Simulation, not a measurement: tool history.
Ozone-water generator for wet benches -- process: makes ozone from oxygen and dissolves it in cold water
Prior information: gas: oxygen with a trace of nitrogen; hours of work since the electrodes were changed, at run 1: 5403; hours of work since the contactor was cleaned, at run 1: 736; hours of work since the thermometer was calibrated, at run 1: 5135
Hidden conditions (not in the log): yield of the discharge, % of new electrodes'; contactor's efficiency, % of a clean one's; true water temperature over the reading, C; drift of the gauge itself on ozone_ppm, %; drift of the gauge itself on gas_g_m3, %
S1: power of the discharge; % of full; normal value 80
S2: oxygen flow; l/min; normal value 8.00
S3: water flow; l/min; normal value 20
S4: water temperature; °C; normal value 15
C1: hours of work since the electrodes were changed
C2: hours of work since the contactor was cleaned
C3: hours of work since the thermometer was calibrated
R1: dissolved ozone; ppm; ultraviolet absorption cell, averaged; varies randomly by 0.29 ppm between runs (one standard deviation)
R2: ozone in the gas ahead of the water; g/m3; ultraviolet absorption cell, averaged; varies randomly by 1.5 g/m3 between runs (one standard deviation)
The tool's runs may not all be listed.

{"run": 1, "hour": 0.0, "S1": 80, "S2": 8.0, "S3": 20, "S4": 15, "C1": 5403, "C2": 736, "C3": 5135, "R1": 44.8, "R2": 292.1}
{"hour": 99.1, "done": "water thermometer calibrated"}
{"run": 2, "hour": 163.9, "S1": 80, "S2": 12.99, "S3": 20, "S4": 15, "C1": 5520, "C2": 853, "C3": 46, "R1": 43.1, "R2": 231.2}
{"run": 3, "hour": 245.8, "S1": 80, "S2": 8.0, "S3": 20, "S4": 15, "C1": 5578, "C2": 911, "C3": 105, "R1": 44.6, "R2": 289.8}
{"run": 4, "hour": 430.8, "S1": 80, "S2": 8.0, "S3": 20, "S4": 15, "C1": 5710, "C2": 1043, "C3": 237, "R1": 45.3, "R2": 286.4}
{"run": 5, "hour": 555.0, "S1": 80, "S2": 8.0, "S3": 20, "S4": 15, "C1": 5799, "C2": 1132, "C3": 325, "R1": 45.0, "R2": 290.0}
{"run": 6, "hour": 662.4, "S1": 80, "S2": 8.0, "S3": 20, "S4": 15, "C1": 5876, "C2": 1208, "C3": 402, "R1": 45.0, "R2": 287.3}
{"run": 7, "hour": 853.9, "S1": 80, "S2": 8.0, "S3": 20, "S4": 15, "C1": 6012, "C2": 1345, "C3": 538, "R1": 44.9, "R2": 291.9}
{"run": 8, "hour": 936.8, "S1": 80, "S2": 8.0, "S3": 20, "S4": 15, "C1": 6071, "C2": 1404, "C3": 598, "R1": 45.0, "R2": 288.6}
{"run": 9, "hour": 1110.1, "S1": 80, "S2": 8.0, "S3": 20, "S4": 15, "C1": 6195, "C2": 1527, "C3": 721, "R1": 44.8, "R2": 289.2}
{"run": 10, "hour": 1192.7, "S1": 80, "S2": 8.0, "S3": 20, "S4": 15, "C1": 6254, "C2": 1586, "C3": 780, "R1": 44.5, "R2": 290.5}
{"run": 11, "hour": 1359.5, "S1": 80, "S2": 8.0, "S3": 20, "S4": 15, "C1": 6373, "C2": 1705, "C3": 899, "R1": 44.1, "R2": 287.8}
{"run": 12, "hour": 1488.3, "S1": 80, "S2": 8.0, "S3": 20, "S4": 15, "C1": 6465, "C2": 1797, "C3": 991, "R1": 44.3, "R2": 286.9}
{"run": 13, "hour": 1647.8, "S1": 80, "S2": 8.0, "S3": 20, "S4": 15, "C1": 6578, "C2": 1911, "C3": 1105, "R1": 45.1, "R2": 290.1}
{"run": 14, "hour": 1735.1, "S1": 80, "S2": 6.13, "S3": 20, "S4": 9, "C1": 6641, "C2": 1973, "C3": 1167, "R1": 48.5, "R2": 326.3}
{"run": 15, "hour": 1858.2, "S1": 86, "S2": 8.0, "S3": 18, "S4": 15, "C1": 6729, "C2": 2061, "C3": 1255, "R1": 51.0, "R2": 306.2}
{"run": 16, "hour": 2006.9, "S1": 86, "S2": 8.0, "S3": 19, "S4": 8, "C1": 6835, "C2": 2167, "C3": 1361, "R1": 55.2, "R2": 309.3}
{"run": 17, "hour": 2101.7, "S1": 86, "S2": 8.0, "S3": 19, "S4": 8, "C1": 6902, "C2": 2235, "C3": 1428, "R1": 55.5, "R2": 307.8}
{"run": 18, "hour": 2244.9, "S1": 87, "S2": 8.0, "S3": 18, "S4": 15, "C1": 7004, "C2": 2337, "C3": 1531, "R1": 51.7, "R2": 313.5}
{"run": 19, "hour": 2337.8, "S1": 87, "S2": 8.0, "S3": 18, "S4": 15, "C1": 7071, "C2": 2403, "C3": 1597, "R1": 52.1, "R2": 312.7}
{"run": 20, "hour": 2528.3, "S1": 52, "S2": 8.0, "S3": 15, "S4": 15, "C1": 7206, "C2": 2539, "C3": 1733, "R1": 36.0, "R2": 194.0}
{"run": 21, "hour": 2730.3, "S1": 52, "S2": 8.0, "S3": 15, "S4": 15, "C1": 7351, "C2": 2683, "C3": 1877, "R1": 35.7, "R2": 196.1}
{"run": 22, "hour": 2875.6, "S1": 52, "S2": 6.73, "S3": 15, "S4": 15, "C1": 7454, "C2": 2787, "C3": 1980, "R1": 36.7, "R2": 209.2}
{"run": 23, "hour": 2985.9, "S1": 55, "S2": 6.73, "S3": 30, "S4": 15, "C1": 7533, "C2": 2865, "C3": 2059, "R1": 23.0, "R2": 222.0}
{"run": 24, "hour": 3129.7, "S1": 80, "S2": 8.0, "S3": 20, "S4": 10, "C1": 7635, "C2": 2968, "C3": 2162, "R1": 48.7, "R2": 290.9}

What differs in the tool's unlogged condition from the final listed run ahead of each entry between runs to the first listed run following it?
Runs 1 to 2: water thermometer calibrated (hour 99.1)
  no hidden state differs between the two runs
